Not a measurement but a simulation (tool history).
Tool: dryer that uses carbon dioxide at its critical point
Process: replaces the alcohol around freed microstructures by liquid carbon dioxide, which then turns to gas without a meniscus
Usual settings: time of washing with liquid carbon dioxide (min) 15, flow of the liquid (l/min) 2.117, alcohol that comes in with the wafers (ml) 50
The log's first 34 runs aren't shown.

run,day,time of washing with liquid carbon dioxide (min),flow of the liquid (l/min),alcohol that comes in with the wafers (ml),hours of work since the filter was changed,hours of work since the purifier's bed was changed,alcohol left in the vessel before it's heated (ppm by volume)
35,14.058,9,1.330,24,229,484,686
36,14.354,9,1.330,24,233,488,685
37,14.929,9,1.330,24,240,495,709
38,15.529,9,1.330,24,248,503,712
39,15.833,9,1.330,24,252,507,704
40,16.212,9,1.330,24,257,512,697
41,16.821,9,1.330,24,264,519,697
42,17.425,17,2.117,50,272,527,139
43,17.979,17,2.117,50,279,534,140
44,18.404,15,3.310,36,284,539,138
45,18.767,13,2.520,39,289,544,151
46,19.325,9,2.870,50,296,551,214

5 ways to go on from here, each from the tool as it stands after run 46. What would each give?
A,19.762,9,2.870,31,302,557,?
B,19.762,9,2.870,46,302,557,?
C,19.762,9,2.840,50,302,557,?
D,19.762,22,2.117,50,302,557,?
E,19.762,9,1.350,50,302,557,?

run,alcohol left in the vessel before it's heated (ppm by volume)
A,184
B,213
C,211
D,140
E,1336
Without the tool's hidden state the same runs would have given:
run,alcohol left in the vessel before it's heated (ppm by volume)
A,39
B,61
C,59
D,9
E,1052
